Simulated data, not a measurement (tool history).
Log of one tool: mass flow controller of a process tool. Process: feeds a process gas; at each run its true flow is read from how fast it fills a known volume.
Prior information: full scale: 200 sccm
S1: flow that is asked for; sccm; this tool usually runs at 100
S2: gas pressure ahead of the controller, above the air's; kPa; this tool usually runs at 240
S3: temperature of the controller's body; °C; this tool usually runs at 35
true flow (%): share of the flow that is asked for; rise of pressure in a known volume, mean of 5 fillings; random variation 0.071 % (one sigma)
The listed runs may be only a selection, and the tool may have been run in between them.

run 1 hour=0.0 | S1=100 S2=240 S3=35 | true_flow_(%)=99.80
run 2 hour=222.2 | S1=100 S2=240 S3=35 | true_flow_(%)=99.67
run 3 hour=465.7 | S1=100 S2=240 S3=35 | true_flow_(%)=99.61
run 4 hour=613.9 | S1=100 S2=240 S3=35 | true_flow_(%)=99.48
run 5 hour=842.1 | S1=100 S2=240 S3=35 | true_flow_(%)=99.42
run 6 hour=1084.4 | S1=100 S2=240 S3=35 | true_flow_(%)=99.16
run 7 hour=1385.7 | S1=100 S2=240 S3=35 | true_flow_(%)=99.05
run 8 hour=1546.3 | S1=100 S2=240 S3=35 | true_flow_(%)=98.91
run 9 hour=1731.3 | S1=63 S2=201 S3=37 | true_flow_(%)=98.74
run 10 hour=1906.1 | S1=169 S2=144 S3=35 | true_flow_(%)=99.47
run 11 hour=2062.6 | S1=100 S2=264 S3=27 | true_flow_(%)=97.93
run 12 hour=2365.2 | S1=100 S2=264 S3=27 | true_flow_(%)=97.67
run 13 hour=2665.9 | S1=100 S2=264 S3=27 | true_flow_(%)=97.62
run 14 hour=2847.6 | S1=100 S2=264 S3=27 | true_flow_(%)=97.42
run 15 hour=3086.6 | S1=100 S2=264 S3=27 | true_flow_(%)=97.28
run 16 hour=3290.8 | S1=100 S2=264 S3=27 | true_flow_(%)=97.26

Forecast each of these 5 alternatives for the next run:
run A hour=3626.5 | S1=100 S2=259 S3=35 | true_flow_(%)=?
run B hour=3626.5 | S1=175 S2=141 S3=38 | true_flow_(%)=?
run C hour=3626.5 | S1=124 S2=153 S3=29 | true_flow_(%)=?
run D hour=3626.5 | S1=131 S2=240 S3=35 | true_flow_(%)=?
run E hour=3626.5 | S1=31 S2=214 S3=27 | true_flow_(%)=?

run=A true_flow_(%)=97.71
run=B true_flow_(%)=99.19
run=C true_flow_(%)=97.73
run=D true_flow_(%)=98.23
run=E true_flow_(%)=95.54
Take away the tool's hidden state, keep each run's random variation, and the runs would have read:
run=A true_flow_(%)=100.22
run=B true_flow_(%)=101.44
run=C true_flow_(%)=100.12
run=D true_flow_(%)=100.60
run=E true_flow_(%)=99.42

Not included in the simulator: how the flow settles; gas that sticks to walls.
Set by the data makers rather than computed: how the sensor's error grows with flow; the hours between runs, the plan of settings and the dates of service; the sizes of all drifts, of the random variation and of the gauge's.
